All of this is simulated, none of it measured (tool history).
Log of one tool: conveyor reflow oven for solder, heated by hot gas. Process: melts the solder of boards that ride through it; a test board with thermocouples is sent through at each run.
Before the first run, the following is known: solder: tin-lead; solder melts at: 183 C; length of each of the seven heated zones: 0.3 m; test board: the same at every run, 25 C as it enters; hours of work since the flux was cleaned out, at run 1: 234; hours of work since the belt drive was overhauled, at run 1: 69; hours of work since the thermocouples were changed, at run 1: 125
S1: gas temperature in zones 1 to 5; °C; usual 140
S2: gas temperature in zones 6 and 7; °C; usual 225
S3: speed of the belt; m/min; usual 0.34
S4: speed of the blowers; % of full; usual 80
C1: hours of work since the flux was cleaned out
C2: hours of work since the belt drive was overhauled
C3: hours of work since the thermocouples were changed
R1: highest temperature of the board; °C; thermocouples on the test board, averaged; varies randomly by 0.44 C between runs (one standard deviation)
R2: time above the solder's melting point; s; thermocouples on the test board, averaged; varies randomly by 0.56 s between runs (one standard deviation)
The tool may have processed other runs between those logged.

Run 1, hour 0: usual settings; C1 234; C2 69; C3 125. Result: R1 215.4 °C, R2 80.9 s.
Run 2, hour 17.2: usual settings but S2 237 °C; C1 246; C2 82; C3 137. Result: R1 226.7 °C, R2 90.3 s.
Run 3, hour 38: usual settings but S2 237 °C; C1 262; C2 97; C3 153. Result: R1 226.4 °C, R2 89.2 s.
Run 4, hour 58.1: usual settings but S2 237 °C; C1 276; C2 112; C3 168. Result: R1 227 °C, R2 90.9 s.
Run 5, hour 76.2: usual settings but S2 237 °C; C1 290; C2 125; C3 181. Result: R1 226.7 °C, R2 89.7 s.
Run 6, hour 88: usual settings but S1 145 °C; C1 299; C2 134; C3 190. Result: R1 216.1 °C, R2 84.3 s.
Run 7, hour 104.2: usual settings but S1 145 °C; C1 310; C2 146; C3 202. Result: R1 216.4 °C, R2 84.1 s.
Run 8, hour 128: usual settings but S1 148 °C; C1 328; C2 163; C3 219. Result: R1 216.7 °C, R2 86.8 s.
Run 9, hour 144.5: usual settings but S1 141 °C; C1 340; C2 176; C3 231. Result: R1 216.4 °C, R2 80.6 s.
Run 10, hour 166.1: usual settings but S1 141 °C; C1 356; C2 191; C3 247. Result: R1 215.5 °C, R2 82 s.
Run 11, hour 178: usual settings but S2 215 °C; C1 365; C2 200; C3 256. Result: R1 206.5 °C, R2 71.1 s.
Run 12, hour 202.3: usual settings but S2 215 °C; C1 383; C2 218; C3 274. Result: R1 206 °C, R2 70.5 s.
Run 13, hour 227.9: usual settings but S2 215 °C; C1 402; C2 237; C3 293. Result: R1 207.2 °C, R2 70.6 s.
Run 14, hour 254: usual settings but S2 215 °C; C1 421; C2 256; C3 312. Result: R1 206.4 °C, R2 72.1 s.
At hour 263.2: flux residue cleaned out of gas plates and filters.
Run 15, hour 282.8: usual settings but S2 215 °C; C1 14; C2 274; C3 330. Result: R1 206.7 °C, R2 70.7 s.
Run 16, hour 301.8: usual settings but S1 127 °C, S3 0.279 m/min; C1 28; C2 288; C3 344. Result: R1 218.9 °C, R2 98.5 s.
Run 17, hour 321.8: usual settings but S1 127 °C, S2 237 °C, S3 0.308 m/min, S4 73 % of full; C1 43; C2 303; C3 359. Result: R1 225.3 °C, R2 94.3 s.
Run 18, hour 333.5: usual settings but S3 0.287 m/min, S4 85 % of full; C1 52; C2 311; C3 367. Result: R1 219.5 °C, R2 102.8 s.
Run 19, hour 352.9: usual settings but S3 0.287 m/min, S4 85 % of full; C1 66; C2 326; C3 382. Result: R1 219.4 °C, R2 104.1 s.
Run 20, hour 372.2: usual settings but S1 154 °C, S3 0.287 m/min, S4 56 % of full; C1 81; C2 340; C3 396. Result: R1 216.4 °C, R2 104.9 s.
Run 21, hour 397.9: usual settings but S1 143 °C, S3 0.287 m/min, S4 64 % of full; C1 99; C2 359; C3 415. Result: R1 216.6 °C, R2 98.1 s.
Run 22, hour 416.6: usual settings but S1 137 °C, S3 0.287 m/min, S4 68 % of full; C1 113; C2 373; C3 429. Result: R1 215.6 °C, R2 97.4 s.
Run 23, hour 439.9: usual settings but S1 137 °C, S3 0.287 m/min, S4 68 % of full; C1 131; C2 390; C3 446. Result: R1 216.2 °C, R2 95.6 s.
Run 24, hour 453.6: usual settings but S1 144 °C, S3 0.276 m/min; C1 141; C2 400; C3 456. Result: R1 220.3 °C, R2 108.5 s.

5 options for the next run, each taken on its own from the tool as it stands now. Forecast them:
Run A, hour 469.5: usual settings but S2 233 °C, S4 55 % of full; C1 152; C2 412; C3 468. Result: R1 ?, R2 ?.
Run B, hour 469.5: usual settings but S3 0.283 m/min; C1 152; C2 412; C3 468. Result: R1 ?, R2 ?.
Run C, hour 469.5: usual settings but S1 128 °C, S3 0.276 m/min; C1 152; C2 412; C3 468. Result: R1 ?, R2 ?.
Run D, hour 469.5: usual settings but S1 134 °C, S2 236 °C, S4 81 % of full; C1 152; C2 412; C3 468. Result: R1 ?, R2 ?.
Run E, hour 469.5: usual settings but S1 152 °C, S3 0.276 m/min, S4 57 % of full; C1 152; C2 412; C3 468. Result: R1 ?, R2 ?.

run     R1     R2
  A  215.3   79.5
  B  218.9    103
  C    218  100.6
  D  225.9   87.6
  E  216.5    109
Had the tool no hidden state, the same runs would have come out as:
run     R1     R2
  A  215.3   79.5
  B    219    103
  C    218  100.6
  D    226   87.5
  E  216.5  108.9
